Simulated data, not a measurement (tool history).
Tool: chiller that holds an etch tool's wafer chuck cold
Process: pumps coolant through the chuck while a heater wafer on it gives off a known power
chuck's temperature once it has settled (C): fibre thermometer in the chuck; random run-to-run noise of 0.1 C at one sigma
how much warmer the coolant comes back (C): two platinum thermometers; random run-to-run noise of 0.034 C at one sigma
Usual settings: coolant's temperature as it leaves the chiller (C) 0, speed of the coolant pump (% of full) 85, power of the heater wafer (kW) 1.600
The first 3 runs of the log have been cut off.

run,hour,coolant's temperature as it leaves the chiller (C),speed of the coolant pump (% of full),power of the heater wafer (kW),chuck's temperature once it has settled (C),how much warmer the coolant comes back (C)
4,165.5,0,75,1.600,12.5,6.46
5,217.4,0,75,1.600,12.4,6.46
6,258.6,0,62,1.600,14.9,7.90
7,318.2,0,85,1.600,11.0,5.65
8,394.2,0,85,1.600,11.3,5.68
9,442.6,0,85,1.600,11.0,5.72
10,499.4,0,85,1.600,11.0,5.70
11,557.8,0,85,1.600,11.1,5.72
12,636.8,0,85,1.600,11.1,5.68
13,711.5,0,85,1.600,11.2,5.71
14,754.5,0,85,1.600,11.3,5.76
15,802.8,0,85,1.600,11.4,5.76
16,858.5,0,85,1.600,11.4,5.71
# hour 868.7: coolant pump overhauled
17,936.0,0,85,1.600,11.6,5.97
18,971.0,0,64,1.600,15.2,8.08
19,1007.7,9,74,1.058,17.7,4.62
20,1053.4,0,85,2.335,17.4,8.82
21,1126.0,-9,66,0.866,-1.2,4.26

Predict the results of run 22:
# hour 1147.3: coolant pump overhauled, once more
22,1203.0,-7,62,1.177,?,?

{"run 22": {"chuck's temperature once it has settled (C)": 3.1, "how much warmer the coolant comes back (C)": 5.32}}
Were there no unlogged condition in the tool, this run, its random variation unchanged, would have produced chuck's temperature once it has settled (C) 3.4, how much warmer the coolant comes back (C) 5.33.
